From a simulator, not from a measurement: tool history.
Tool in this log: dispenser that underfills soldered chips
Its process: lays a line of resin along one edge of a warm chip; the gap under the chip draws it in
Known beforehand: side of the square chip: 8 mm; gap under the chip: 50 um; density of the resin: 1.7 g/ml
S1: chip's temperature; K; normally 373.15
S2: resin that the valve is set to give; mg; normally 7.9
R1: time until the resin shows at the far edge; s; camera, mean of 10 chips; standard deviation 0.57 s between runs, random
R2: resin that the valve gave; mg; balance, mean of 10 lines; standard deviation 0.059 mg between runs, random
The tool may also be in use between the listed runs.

run 1 day=0 | S1=373.15 S2=7.9 | R1=59.2 R2=7.85
-- day=0.242 new syringe of resin
-- day=0.583 new syringe of resin
run 2 day=0.629 | S1=373.15 S2=9.1 | R1=50.5 R2=8.89
-- day=0.946 new syringe of resin
run 3 day=1.096 | S1=359.15 S2=9.1 | R1=118.7 R2=8.81
-- day=1.283 new syringe of resin
run 4 day=1.404 | S1=359.15 S2=9.1 | R1=113.7 R2=8.59
-- day=1.662 new syringe of resin
run 5 day=1.696 | S1=362.15 S2=7.9 | R1=84.1 R2=7.5
-- day=2.004 new syringe of resin
run 6 day=2.008 | S1=362.15 S2=7.9 | R1=81.5 R2=7.47
-- day=2.367 new syringe of resin
run 7 day=2.625 | S1=362.15 S2=7.9 | R1=119.3 R2=7.53
-- day=2.717 new syringe of resin
-- day=3.067 new syringe of resin
run 8 day=3.088 | S1=373.15 S2=7.9 | R1=50.4 R2=7.46
-- day=3.417 new syringe of resin
run 9 day=3.65 | S1=373.15 S2=7.9 | R1=67.8 R2=7.41
-- day=3.804 new syringe of resin
run 10 day=4.021 | S1=374.15 S2=7.97 | R1=61.8 R2=7.39
-- day=4.158 new syringe of resin
-- day=4.512 new syringe of resin
run 11 day=4.562 | S1=374.15 S2=7.97 | R1=49.8 R2=7.27
-- day=4.854 new syringe of resin
run 12 day=4.95 | S1=385.15 S2=7.16 | R1=33.1 R2=6.54
-- day=5.212 new syringe of resin
run 13 day=5.288 | S1=373.15 S2=7.83 | R1=54.6 R2=7.02
-- day=5.579 new syringe of resin
-- day=5.621 dispensing valve cleaned and set on the balance
run 14 day=5.867 | S1=373.15 S2=7.83 | R1=66.4 R2=7.75
-- day=5.988 new syringe of resin
-- day=6.375 new syringe of resin
run 15 day=6.375 | S1=366.15 S2=8.72 | R1=62.5 R2=8.7
-- day=6.712 new syringe of resin
run 16 day=6.829 | S1=375.15 S2=8.69 | R1=50.8 R2=8.51
-- day=7.058 new syringe of resin
run 17 day=7.321 | S1=375.15 S2=8.69 | R1=62.5 R2=8.47

What if the next run were any one of these 5? Each begins from the tool's condition after run 17:
-- day=7.433 new syringe of resin
run A day=7.6 | S1=359.15 S2=7.9 | R1=? R2=?
-- day=7.433 new syringe of resin
run B day=7.6 | S1=382.15 S2=6.78 | R1=? R2=?
-- day=7.433 new syringe of resin
run C day=7.6 | S1=375.15 S2=7.9 | R1=? R2=?
-- day=7.433 new syringe of resin
run D day=7.6 | S1=365.15 S2=8.69 | R1=? R2=?
-- day=7.433 new syringe of resin
run E day=7.6 | S1=373.15 S2=7.63 | R1=? R2=?

run=A R1=117.5 R2=7.75
run=B R1=41.7 R2=6.57
run=C R1=54 R2=7.71
run=D R1=86.8 R2=8.45
run=E R1=60.3 R2=7.38
The same runs, with their run-to-run variation unchanged, on a tool lacking any hidden condition would have given:
run=A R1=95.4 R2=7.98
run=B R1=33.5 R2=6.77
run=C R1=43.6 R2=7.94
run=D R1=70.5 R2=8.7
run=E R1=48.7 R2=7.61

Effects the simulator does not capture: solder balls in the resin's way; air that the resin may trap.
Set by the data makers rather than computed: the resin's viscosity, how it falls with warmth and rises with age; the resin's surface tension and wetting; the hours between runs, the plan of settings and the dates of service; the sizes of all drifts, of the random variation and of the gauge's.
